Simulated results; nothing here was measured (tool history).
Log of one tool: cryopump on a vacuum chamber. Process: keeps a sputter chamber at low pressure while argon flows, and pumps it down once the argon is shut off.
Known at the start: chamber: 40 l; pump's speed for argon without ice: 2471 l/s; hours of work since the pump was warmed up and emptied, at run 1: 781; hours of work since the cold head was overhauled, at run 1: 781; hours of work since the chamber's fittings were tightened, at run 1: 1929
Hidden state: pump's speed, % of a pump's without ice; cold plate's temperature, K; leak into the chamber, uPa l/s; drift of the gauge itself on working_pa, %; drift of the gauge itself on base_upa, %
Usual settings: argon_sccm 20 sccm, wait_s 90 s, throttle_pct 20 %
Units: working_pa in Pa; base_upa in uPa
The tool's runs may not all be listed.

run,hour,argon_sccm,wait_s,throttle_pct,hours of work since the pump was warmed up and emptied,hours of work since the cold head was overhauled,hours of work since the chamber's fittings were tightened,working_pa,base_upa
1,0,20,90,20,781,781,1929,0.0735,1.86
2,18,20,90,20,796,796,1944,0.0734,1.86
3,37.6,20,90,42,813,813,1961,0.0371,1.89
4,65,20,90,20,836,836,1984,0.0735,1.95
5,77.3,20,90,20,846,846,1994,0.0719,1.9
6,91.8,20,90,20,859,859,2007,0.0739,1.94
7,111.9,20,90,20,876,876,2024,0.0726,2
8,124.9,20,90,20,887,887,2035,0.0724,2.07
9,149.3,20,186,20,907,907,2055,0.0743,1.85
10,169.5,20,186,20,924,924,2072,0.0734,1.84
11,189.2,20,186,20,941,941,2089,0.0742,1.87
12,202.9,20,186,20,953,953,2101,0.0738,1.94
# hour 218.9: pump warmed up, emptied and cooled again
13,222.9,20,51,20,3,966,2114,0.0693,1.94
14,246.8,20,51,20,24,986,2134,0.0683,1.89
15,259.9,20,90,20,35,997,2145,0.0677,1.66
16,283.9,20,90,45,55,1017,2165,0.0311,1.67
17,295.9,20,90,45,65,1027,2175,0.0304,1.62
18,307.6,20,90,27,75,1037,2185,0.0512,1.69
19,334,20,63,58,98,1060,2208,0.0238,1.86
20,360.1,27,65,58,120,1082,2230,0.0334,1.89
21,376.8,14,259,27,134,1096,2244,0.036,1.53
22,398.9,9,45,32,153,1115,2263,0.0195,2.15
23,421.6,12,129,43,172,1134,2282,0.0201,1.67
24,444.3,12,129,19,191,1153,2301,0.044,1.71
25,458.6,12,129,19,203,1165,2313,0.0424,1.69
26,475.7,8,90,52,218,1180,2328,0.0109,1.82
27,496.8,20,37,20,236,1198,2346,0.0701,2.3
28,522.8,20,37,20,258,1220,2368,0.0706,2.42
29,534.6,20,37,38,268,1230,2378,0.0372,2.4
30,551.7,20,37,38,282,1244,2392,0.0372,2.47
31,572.2,20,37,38,300,1262,2410,0.0375,2.48
32,583.5,20,166,17,309,1271,2419,0.0823,1.75
33,598.7,20,166,17,322,1284,2432,0.0834,1.79
34,613.9,10,194,33,335,1297,2445,0.0224,1.77
35,638.1,10,194,33,356,1318,2466,0.0228,1.76

How the hidden state differs across the entries between the runs, from the last listed run before each to the first after it:
Between runs 12 and 13: pump warmed up, emptied and cooled again (hour 218.9)
  pump's speed, % of a pump's without ice: 71.2 -> 99.3; leak into the chamber, uPa l/s: 3024 -> 3040
  measured less the result without the state, working_pa: +0.0057 -> +0.0003 Pa; base_upa: +1.62 -> +1.15 uPa
